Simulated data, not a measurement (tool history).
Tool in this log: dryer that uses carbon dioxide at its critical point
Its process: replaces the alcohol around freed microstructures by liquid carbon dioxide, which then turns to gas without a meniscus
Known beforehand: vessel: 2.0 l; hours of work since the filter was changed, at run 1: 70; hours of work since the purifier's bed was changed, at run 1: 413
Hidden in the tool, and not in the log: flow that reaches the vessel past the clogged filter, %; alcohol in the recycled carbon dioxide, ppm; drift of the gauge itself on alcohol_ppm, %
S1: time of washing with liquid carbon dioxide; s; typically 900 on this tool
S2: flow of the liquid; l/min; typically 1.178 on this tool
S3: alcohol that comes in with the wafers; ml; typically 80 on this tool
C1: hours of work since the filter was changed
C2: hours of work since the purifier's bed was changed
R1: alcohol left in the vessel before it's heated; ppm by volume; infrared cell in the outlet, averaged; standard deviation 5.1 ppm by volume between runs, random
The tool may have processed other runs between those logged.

run   hour    S1     S2  S3   C1   C2    R1
  1    0.0   900  1.178  80   70  413   191
  2   26.1   900  1.178  80   90  432   198
  3   48.1  1200  1.178  80  106  448   158
  4   64.0  1200  1.178  80  117  460   156
  5   78.7  1200  1.178  80  128  471   159
  6   96.4   900  1.178  80  141  484   218
  7  125.4  1080  1.178  80  163  505   179
  8  151.3  1080  1.178  80  182  524   196
  9  174.4  1080  1.178  80  199  541   204
 10  201.8  1080  1.178  80  219  561   203
 11  215.4   900  1.178  79  229  571   265
 12  231.8   900  1.178  79  241  583   257
 13  255.8   900  1.178  79  258  601   274
 14  271.5   900  1.178  80  270  613   285
     292.8  -- purifier's bed changed
 15  294.0   600  1.178  30  284    1   275
 16  321.4  1200  1.800  49  304   21    14
 17  346.3   780  0.770  88  323   39  1537
 18  368.4   780  1.400  88  339   56   123
 19  396.7   780  1.400  88  360   76   122
 20  412.8   900  1.020  44  372   88   174
 21  441.6   900  1.178  20  393  109    68
 22  468.0   900  1.178  20  412  129    85
 23  491.8  1260  0.780  80  430  146   254
 24  511.7  1260  0.780  80  444  161   252
 25  544.2  1140  1.178  80  468  185   101
     563.3  -- inlet filter changed
 26  563.7  1140  1.178  80    0  198    72
 27  591.5   720  1.710  41   21  219    85
 28  605.9   900  0.900  80   31  229   335

What differs in the tool's unlogged condition from the final listed run ahead of each entry between runs to the first listed run following it?
From run 14 to run 15: purifier's bed changed (hour 292.8)
  flow that reaches the vessel past the clogged filter, %: 91.4 -> 90.9; alcohol in the recycled carbon dioxide, ppm: 196 -> 6
  what was measured, less what the result would be without the hidden state, R1: +230 -> +88 ppm by volume
From run 25 to run 26: inlet filter changed (hour 563.3)
  flow that reaches the vessel past the clogged filter, %: 85.2 -> 99.9; alcohol in the recycled carbon dioxide, ppm: 63.1 -> 67.2
  what was measured, less what the result would be without the hidden state, R1: +81 -> +64 ppm by volume
